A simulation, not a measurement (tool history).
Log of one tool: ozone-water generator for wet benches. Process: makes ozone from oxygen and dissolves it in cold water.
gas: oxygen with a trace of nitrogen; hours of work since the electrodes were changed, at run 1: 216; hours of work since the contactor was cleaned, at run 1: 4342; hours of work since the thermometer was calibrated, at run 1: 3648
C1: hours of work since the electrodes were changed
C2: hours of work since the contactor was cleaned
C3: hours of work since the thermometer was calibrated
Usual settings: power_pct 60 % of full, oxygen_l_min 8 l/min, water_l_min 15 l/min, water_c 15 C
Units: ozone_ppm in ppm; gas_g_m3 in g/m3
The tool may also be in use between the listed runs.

{"run": 1, "hour": 0.0, "power_pct": 60, "oxygen_l_min": 8, "water_l_min": 15, "water_c": 15, "C1": 216, "C2": 4342, "C3": 3648, "ozone_ppm": 28.7, "gas_g_m3": 178.4}
{"run": 2, "hour": 35.8, "power_pct": 60, "oxygen_l_min": 4.71, "water_l_min": 15, "water_c": 15, "C1": 239, "C2": 4365, "C3": 3671, "ozone_ppm": 31.6, "gas_g_m3": 250.2}
{"run": 3, "hour": 59.7, "power_pct": 60, "oxygen_l_min": 4.71, "water_l_min": 15, "water_c": 15, "C1": 254, "C2": 4380, "C3": 3686, "ozone_ppm": 31.4, "gas_g_m3": 248.9}
{"run": 4, "hour": 97.9, "power_pct": 60, "oxygen_l_min": 4.71, "water_l_min": 15, "water_c": 15, "C1": 279, "C2": 4404, "C3": 3711, "ozone_ppm": 31.6, "gas_g_m3": 250.8}
{"run": 5, "hour": 123.4, "power_pct": 60, "oxygen_l_min": 4.71, "water_l_min": 15, "water_c": 15, "C1": 295, "C2": 4421, "C3": 3727, "ozone_ppm": 31.6, "gas_g_m3": 251}
{"run": 6, "hour": 156.2, "power_pct": 60, "oxygen_l_min": 4.71, "water_l_min": 15, "water_c": 15, "C1": 316, "C2": 4441, "C3": 3748, "ozone_ppm": 31.2, "gas_g_m3": 250.4}
{"run": 7, "hour": 189.4, "power_pct": 60, "oxygen_l_min": 4.71, "water_l_min": 15, "water_c": 15, "C1": 337, "C2": 4463, "C3": 3769, "ozone_ppm": 31.9, "gas_g_m3": 250.3}
{"run": 8, "hour": 211.5, "power_pct": 60, "oxygen_l_min": 8, "water_l_min": 15, "water_c": 15, "C1": 351, "C2": 4477, "C3": 3783, "ozone_ppm": 28.8, "gas_g_m3": 179.9}
{"run": 9, "hour": 244.5, "power_pct": 81, "oxygen_l_min": 8, "water_l_min": 15, "water_c": 15, "C1": 372, "C2": 4498, "C3": 3805, "ozone_ppm": 34.4, "gas_g_m3": 215.3}
{"run": 10, "hour": 268.1, "power_pct": 81, "oxygen_l_min": 8, "water_l_min": 15, "water_c": 15, "C1": 388, "C2": 4513, "C3": 3820, "ozone_ppm": 33.8, "gas_g_m3": 216.1}
{"run": 11, "hour": 288.6, "power_pct": 81, "oxygen_l_min": 8, "water_l_min": 15, "water_c": 15, "C1": 401, "C2": 4526, "C3": 3833, "ozone_ppm": 34.7, "gas_g_m3": 216}
{"run": 12, "hour": 320.5, "power_pct": 60, "oxygen_l_min": 8, "water_l_min": 15, "water_c": 14, "C1": 421, "C2": 4547, "C3": 3853, "ozone_ppm": 28.9, "gas_g_m3": 178.6}
{"run": 13, "hour": 355.5, "power_pct": 60, "oxygen_l_min": 8, "water_l_min": 15, "water_c": 14, "C1": 443, "C2": 4569, "C3": 3876, "ozone_ppm": 29, "gas_g_m3": 180.4}
{"run": 14, "hour": 377.6, "power_pct": 60, "oxygen_l_min": 8, "water_l_min": 15, "water_c": 14, "C1": 458, "C2": 4583, "C3": 3890, "ozone_ppm": 29.1, "gas_g_m3": 181.3}
{"run": 15, "hour": 406.4, "power_pct": 60, "oxygen_l_min": 8, "water_l_min": 15, "water_c": 14, "C1": 476, "C2": 4601, "C3": 3908, "ozone_ppm": 29.1, "gas_g_m3": 179.7}
{"run": 16, "hour": 440.6, "power_pct": 60, "oxygen_l_min": 5.27, "water_l_min": 15, "water_c": 15, "C1": 498, "C2": 4623, "C3": 3930, "ozone_ppm": 30.6, "gas_g_m3": 238.9}
{"hour": 461.2, "done": "gauge calibrated"}
{"run": 17, "hour": 476.5, "power_pct": 60, "oxygen_l_min": 5.27, "water_l_min": 15, "water_c": 15, "C1": 521, "C2": 4646, "C3": 3953, "ozone_ppm": 31.2, "gas_g_m3": 230.8}
{"run": 18, "hour": 514.6, "power_pct": 68, "oxygen_l_min": 8, "water_l_min": 15, "water_c": 15, "C1": 545, "C2": 4671, "C3": 3977, "ozone_ppm": 30.7, "gas_g_m3": 189.1}
{"run": 19, "hour": 542.7, "power_pct": 60, "oxygen_l_min": 11.87, "water_l_min": 15, "water_c": 9, "C1": 563, "C2": 4689, "C3": 3995, "ozone_ppm": 29.5, "gas_g_m3": 136.7}
{"run": 20, "hour": 563.4, "power_pct": 60, "oxygen_l_min": 11.87, "water_l_min": 15, "water_c": 7, "C1": 576, "C2": 4702, "C3": 4008, "ozone_ppm": 30.2, "gas_g_m3": 137.1}
{"run": 21, "hour": 580.8, "power_pct": 60, "oxygen_l_min": 11.87, "water_l_min": 15, "water_c": 7, "C1": 587, "C2": 4713, "C3": 4020, "ozone_ppm": 30.6, "gas_g_m3": 136.4}
{"run": 22, "hour": 603.3, "power_pct": 60, "oxygen_l_min": 8, "water_l_min": 15, "water_c": 11, "C1": 602, "C2": 4727, "C3": 4034, "ozone_ppm": 30.9, "gas_g_m3": 177.7}
{"run": 23, "hour": 622.6, "power_pct": 60, "oxygen_l_min": 8, "water_l_min": 15, "water_c": 11, "C1": 614, "C2": 4740, "C3": 4046, "ozone_ppm": 30.6, "gas_g_m3": 178}
{"run": 24, "hour": 639.5, "power_pct": 48, "oxygen_l_min": 4.96, "water_l_min": 14, "water_c": 14, "C1": 625, "C2": 4750, "C3": 4057, "ozone_ppm": 29.3, "gas_g_m3": 210.8}
{"run": 25, "hour": 658.9, "power_pct": 78, "oxygen_l_min": 8, "water_l_min": 21, "water_c": 15, "C1": 637, "C2": 4763, "C3": 4070, "ozone_ppm": 27.1, "gas_g_m3": 208.8}
{"run": 26, "hour": 694.5, "power_pct": 77, "oxygen_l_min": 5.75, "water_l_min": 15, "water_c": 15, "C1": 660, "C2": 4786, "C3": 4092, "ozone_ppm": 35.3, "gas_g_m3": 257.9}
{"run": 27, "hour": 716.8, "power_pct": 77, "oxygen_l_min": 5.14, "water_l_min": 15, "water_c": 17, "C1": 674, "C2": 4800, "C3": 4106, "ozone_ppm": 34.8, "gas_g_m3": 278.4}
{"run": 28, "hour": 740.3, "power_pct": 47, "oxygen_l_min": 6.91, "water_l_min": 13, "water_c": 12, "C1": 689, "C2": 4815, "C3": 4122, "ozone_ppm": 29.6, "gas_g_m3": 171.2}
{"run": 29, "hour": 775.8, "power_pct": 80, "oxygen_l_min": 4.06, "water_l_min": 24, "water_c": 17, "C1": 712, "C2": 4838, "C3": 4144, "ozone_ppm": 25.8, "gas_g_m3": 329.4}
{"run": 30, "hour": 803.7, "power_pct": 64, "oxygen_l_min": 4.06, "water_l_min": 24, "water_c": 17, "C1": 730, "C2": 4855, "C3": 4162, "ozone_ppm": 22.7, "gas_g_m3": 287.8}
{"run": 31, "hour": 831.4, "power_pct": 78, "oxygen_l_min": 11.65, "water_l_min": 16, "water_c": 8, "C1": 748, "C2": 4873, "C3": 4180, "ozone_ppm": 33.3, "gas_g_m3": 167}
{"run": 32, "hour": 848.0, "power_pct": 78, "oxygen_l_min": 11.65, "water_l_min": 16, "water_c": 8, "C1": 758, "C2": 4884, "C3": 4190, "ozone_ppm": 33.6, "gas_g_m3": 165.9}
{"run": 33, "hour": 886.7, "power_pct": 78, "oxygen_l_min": 11.65, "water_l_min": 16, "water_c": 8, "C1": 783, "C2": 4908, "C3": 4215, "ozone_ppm": 33.3, "gas_g_m3": 165.5}

Hidden state or all else? Some run-to-run changes of gas_g_m3, split into what the settings, what came in and random variation would give without the hidden state, and what is left for the hidden state (with any gauge scatter that isn't in both results):
The hidden state here: yield of the discharge, % of new electrodes'; contactor's efficiency, % of a clean one's; true water temperature over the reading, C; drift of the gauge itself on ozone_ppm, %; drift of the gauge itself on gas_g_m3, %.
Run 16 -> 17: gauge calibrated. gas_g_m3 -8.1 g/m3: hidden state -6.2, all else -1.9.
Run 27 -> 28: power_pct 77 -> 47, oxygen_l_min 5.14 -> 6.91, water_l_min 15 -> 13, water_c 17 -> 12. gas_g_m3 -107.2 g/m3: hidden state -1.5, all else -105.7.
Run 28 -> 29: power_pct 47 -> 80, oxygen_l_min 6.91 -> 4.06, water_l_min 13 -> 24, water_c 12 -> 17. gas_g_m3 +158.2 g/m3: hidden state +3.4, all else +154.8.
Run 30 -> 31: power_pct 64 -> 78, oxygen_l_min 4.06 -> 11.65, water_l_min 24 -> 16, water_c 17 -> 8. gas_g_m3 -120.8 g/m3: hidden state -2.3, all else -118.5.
